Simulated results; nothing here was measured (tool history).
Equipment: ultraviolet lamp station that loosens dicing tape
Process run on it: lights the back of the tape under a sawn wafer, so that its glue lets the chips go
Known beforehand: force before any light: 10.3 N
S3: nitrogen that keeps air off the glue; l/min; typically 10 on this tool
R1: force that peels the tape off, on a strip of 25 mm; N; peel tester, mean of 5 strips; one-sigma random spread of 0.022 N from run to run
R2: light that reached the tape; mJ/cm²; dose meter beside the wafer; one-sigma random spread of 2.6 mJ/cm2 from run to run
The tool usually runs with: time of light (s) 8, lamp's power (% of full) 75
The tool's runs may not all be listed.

run 1 hour=0 | time_of_light_(s)=8 lamp's_power_(%_of_full)=75 S3=10 | R1=1.12 R2=342
run 2 hour=14.7 | time_of_light_(s)=8 lamp's_power_(%_of_full)=75 S3=10 | R1=1.094 R2=348
run 3 hour=38.1 | time_of_light_(s)=8 lamp's_power_(%_of_full)=75 S3=10 | R1=1.066 R2=348
run 4 hour=63.5 | time_of_light_(s)=8 lamp's_power_(%_of_full)=75 S3=10 | R1=1.093 R2=348
run 5 hour=78.1 | time_of_light_(s)=8 lamp's_power_(%_of_full)=75 S3=10 | R1=1.11 R2=346
run 6 hour=90.2 | time_of_light_(s)=10 lamp's_power_(%_of_full)=75 S3=10 | R1=0.693 R2=429
run 7 hour=114.2 | time_of_light_(s)=10 lamp's_power_(%_of_full)=71 S3=10 | R1=0.747 R2=409
run 8 hour=130.3 | time_of_light_(s)=8 lamp's_power_(%_of_full)=80 S3=10 | R1=0.969 R2=370
run 9 hour=142.3 | time_of_light_(s)=8 lamp's_power_(%_of_full)=75 S3=9 | R1=1.159 R2=347
run 10 hour=155.8 | time_of_light_(s)=8 lamp's_power_(%_of_full)=75 S3=9 | R1=1.162 R2=348
run 11 hour=181.2 | time_of_light_(s)=8 lamp's_power_(%_of_full)=75 S3=9 | R1=1.156 R2=350
run 12 hour=206.9 | time_of_light_(s)=8 lamp's_power_(%_of_full)=64 S3=10 | R1=1.439 R2=304
-- hour=223.8 window cleaned of glue's vapour
run 13 hour=230.2 | time_of_light_(s)=8 lamp's_power_(%_of_full)=64 S3=10 | R1=1.443 R2=298
run 14 hour=243.7 | time_of_light_(s)=8 lamp's_power_(%_of_full)=64 S3=10 | R1=1.427 R2=298
run 15 hour=267.5 | time_of_light_(s)=6 lamp's_power_(%_of_full)=87 S3=5 | R1=2.091 R2=302
run 16 hour=285.5 | time_of_light_(s)=6 lamp's_power_(%_of_full)=87 S3=5 | R1=2.096 R2=302
run 17 hour=311.5 | time_of_light_(s)=6 lamp's_power_(%_of_full)=87 S3=6 | R1=1.933 R2=302
run 18 hour=326.5 | time_of_light_(s)=10 lamp's_power_(%_of_full)=85 S3=6 | R1=0.766 R2=492
run 19 hour=348.1 | time_of_light_(s)=10 lamp's_power_(%_of_full)=85 S3=6 | R1=0.782 R2=487
run 20 hour=371 | time_of_light_(s)=13 lamp's_power_(%_of_full)=85 S3=9 | R1=0.335 R2=640
run 21 hour=398.6 | time_of_light_(s)=9 lamp's_power_(%_of_full)=65 S3=14 | R1=0.926 R2=340
run 22 hour=421.5 | time_of_light_(s)=9 lamp's_power_(%_of_full)=65 S3=14 | R1=0.937 R2=339
run 23 hour=442.8 | time_of_light_(s)=9 lamp's_power_(%_of_full)=82 S3=8 | R1=0.83 R2=425
run 24 hour=463.1 | time_of_light_(s)=9 lamp's_power_(%_of_full)=82 S3=8 | R1=0.847 R2=427
run 25 hour=480.6 | time_of_light_(s)=4 lamp's_power_(%_of_full)=96 S3=19 | R1=1.715 R2=223

Predict each of these 4 candidate next runs independently; none follows another, all start after run 25:
run A hour=508.5 | time_of_light_(s)=13 lamp's_power_(%_of_full)=96 S3=14 | R1=? R2=?
run B hour=508.5 | time_of_light_(s)=9 lamp's_power_(%_of_full)=87 S3=3 | R1=? R2=?
run C hour=508.5 | time_of_light_(s)=9 lamp's_power_(%_of_full)=62 S3=17 | R1=? R2=?
run D hour=508.5 | time_of_light_(s)=4 lamp's_power_(%_of_full)=72 S3=6 | R1=? R2=?

run=A R1=0.253 R2=721
run=B R1=1.468 R2=454
run=C R1=0.886 R2=323
run=D R1=4.089 R2=169
With the hidden condition removed and each run's random variation left untouched, the same runs would have given:
run=A R1=0.253 R2=722
run=B R1=1.464 R2=455
run=C R1=0.883 R2=323
run=D R1=4.083 R2=169

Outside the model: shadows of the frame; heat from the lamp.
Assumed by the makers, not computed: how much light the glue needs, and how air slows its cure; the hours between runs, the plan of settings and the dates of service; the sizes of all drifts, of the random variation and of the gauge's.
